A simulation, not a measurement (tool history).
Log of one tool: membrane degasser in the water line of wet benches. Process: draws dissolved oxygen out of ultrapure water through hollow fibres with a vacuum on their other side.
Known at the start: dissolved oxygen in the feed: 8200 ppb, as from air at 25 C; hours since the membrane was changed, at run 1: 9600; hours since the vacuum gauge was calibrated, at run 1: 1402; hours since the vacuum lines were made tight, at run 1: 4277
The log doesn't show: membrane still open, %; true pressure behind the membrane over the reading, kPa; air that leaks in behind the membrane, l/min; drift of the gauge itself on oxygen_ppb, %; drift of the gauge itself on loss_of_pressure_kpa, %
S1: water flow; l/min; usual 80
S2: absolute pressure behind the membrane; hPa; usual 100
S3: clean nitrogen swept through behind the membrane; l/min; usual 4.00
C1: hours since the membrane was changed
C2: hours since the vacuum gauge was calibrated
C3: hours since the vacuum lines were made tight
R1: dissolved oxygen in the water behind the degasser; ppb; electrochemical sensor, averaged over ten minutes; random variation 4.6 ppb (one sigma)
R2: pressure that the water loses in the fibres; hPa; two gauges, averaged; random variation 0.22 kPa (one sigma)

| run | hour | S1 | S2 | S3 | C1 | C2 | C3 | R1 | R2 |
|---|---|---|---|---|---|---|---|---|---|
| 1 | 0.0 | 80 | 100 | 4.00 | 9600 | 1402 | 4277 | 491.4 | 574.9 |
| 2 | 245.7 | 80 | 100 | 4.00 | 9845 | 1648 | 4523 | 496.1 | 573.6 |
| 3 | 474.7 | 80 | 100 | 4.00 | 10074 | 1877 | 4752 | 503.7 | 573.0 |
| 4 | 621.6 | 70 | 100 | 4.00 | 10221 | 2024 | 4899 | 427.0 | 504.0 |
| 5 | 923.7 | 70 | 100 | 4.00 | 10523 | 2326 | 5201 | 436.8 | 504.2 |
| 6 | 1250.3 | 70 | 100 | 4.00 | 10850 | 2652 | 5528 | 435.1 | 506.1 |
| 7 | 1518.3 | 70 | 100 | 4.00 | 11118 | 2920 | 5796 | 437.5 | 504.9 |
| 8 | 1702.6 | 56 | 100 | 4.00 | 11302 | 3105 | 5980 | 342.3 | 406.1 |
| 9 | 1919.3 | 81 | 100 | 4.00 | 11519 | 3321 | 6197 | 521.7 | 583.1 |
|  | 1937.1 | vacuum gauge calibrated |
| 10 | 2185.2 | 80 | 100 | 4.00 | 11784 | 248 | 6462 | 497.9 | 579.7 |
| 11 | 2510.3 | 85 | 100 | 4.00 | 12109 | 573 | 6787 | 531.6 | 613.5 |
| 12 | 2705.3 | 85 | 100 | 3.28 | 12304 | 768 | 6982 | 590.2 | 617.0 |
| 13 | 2877.8 | 85 | 100 | 3.28 | 12477 | 941 | 7155 | 597.9 | 620.3 |
| 14 | 3144.5 | 50 | 100 | 4.00 | 12744 | 1207 | 7421 | 302.4 | 365.2 |
| 15 | 3478.1 | 80 | 100 | 4.01 | 13077 | 1541 | 7755 | 513.4 | 579.7 |
| 16 | 3687.3 | 80 | 100 | 4.00 | 13286 | 1750 | 7964 | 507.6 | 582.9 |
| 17 | 3968.1 | 80 | 100 | 4.00 | 13567 | 2031 | 8245 | 513.7 | 582.0 |
| 18 | 4196.8 | 57 | 82 | 4.38 | 13796 | 2260 | 8474 | 279.6 | 415.8 |
| 19 | 4542.7 | 76 | 238 | 4.56 | 14142 | 2606 | 8820 | 897.3 | 560.7 |
| 20 | 4690.7 | 77 | 92 | 4.47 | 14290 | 2754 | 8968 | 438.6 | 570.6 |
| 21 | 4901.2 | 80 | 96 | 4.00 | 14500 | 2964 | 9178 | 492.8 | 587.8 |
| 22 | 5179.8 | 80 | 114 | 3.84 | 14779 | 3243 | 9457 | 590.3 | 587.1 |
|  | 5277.7 | vacuum gauge calibrated |
| 23 | 5491.6 | 108 | 163 | 7.15 | 15090 | 214 | 9768 | 745.2 | 791.6 |
| 24 | 5731.0 | 51 | 163 | 1.79 | 15330 | 453 | 10007 | 837.6 | 375.8 |
| 25 | 5946.8 | 51 | 163 | 4.50 | 15545 | 669 | 10223 | 446.5 | 377.2 |
|  | 6245.6 | seals of the vacuum lines changed |
| 26 | 6275.1 | 57 | 172 | 5.79 | 15872 | 995 | 30 | 440.2 | 422.1 |
| 27 | 6496.3 | 65 | 172 | 3.05 | 16093 | 1217 | 251 | 775.7 | 484.3 |
|  | 6593.1 | membrane cartridge changed |
| 28 | 6772.8 | 69 | 77 | 11.35 | 180 | 1489 | 523 | 209.5 | 478.6 |
| 29 | 6947.9 | 80 | 66 | 2.37 | 355 | 1664 | 698 | 406.8 | 549.2 |
| 30 | 7113.1 | 76 | 126 | 2.37 | 520 | 1829 | 864 | 762.3 | 522.6 |
| 31 | 7351.2 | 76 | 126 | 2.37 | 758 | 2068 | 1102 | 747.3 | 524.2 |
| 32 | 7602.9 | 76 | 126 | 2.37 | 1010 | 2319 | 1353 | 744.8 | 522.8 |
| 33 | 7860.2 | 76 | 126 | 2.37 | 1267 | 2577 | 1611 | 753.2 | 523.8 |

Hidden state at the last listed run before each entry between runs and at the first one after, where it differs:
Between runs 9 and 10: vacuum gauge calibrated (hour 1937.1)
  membrane still open, %: 95.1 -> 95; true pressure behind the membrane over the reading, kPa: 0.2 -> 0.07; air that leaks in behind the membrane, l/min: 0.0124 -> 0.0129
  measured less the result without the state, R1: +44.6 -> +39.0 ppb; R2: +28.8 -> +29.2 hPa
Between runs 22 and 23: vacuum gauge calibrated (hour 5277.7)
  membrane still open, %: 93.7 -> 93.5; true pressure behind the membrane over the reading, kPa: 0.26 -> 0.01; air that leaks in behind the membrane, l/min: 0.0181 -> 0.0186
  measured less the result without the state, R1: +57.4 -> +63.4 ppb; R2: +37.1 -> +51.2 hPa
Between runs 25 and 26: seals of the vacuum lines changed (hour 6245.6)
  membrane still open, %: 93.3 -> 93.2; true pressure behind the membrane over the reading, kPa: 0.04 -> 0.06; air that leaks in behind the membrane, l/min: 0.0194 -> 0.0017
  measured less the result without the state, R1: +31.2 -> +33.8 ppb; R2: +25.1 -> +28.7 hPa
Between runs 27 and 28: membrane cartridge changed (hour 6593.1)
  membrane still open, %: 93.1 -> 99.9; true pressure behind the membrane over the reading, kPa: 0.08 -> 0.09; air that leaks in behind the membrane, l/min: 0.0021 -> 0.0026
  measured less the result without the state, R1: +40.2 -> +1.7 ppb; R2: +33.2 -> +0.3 hPa
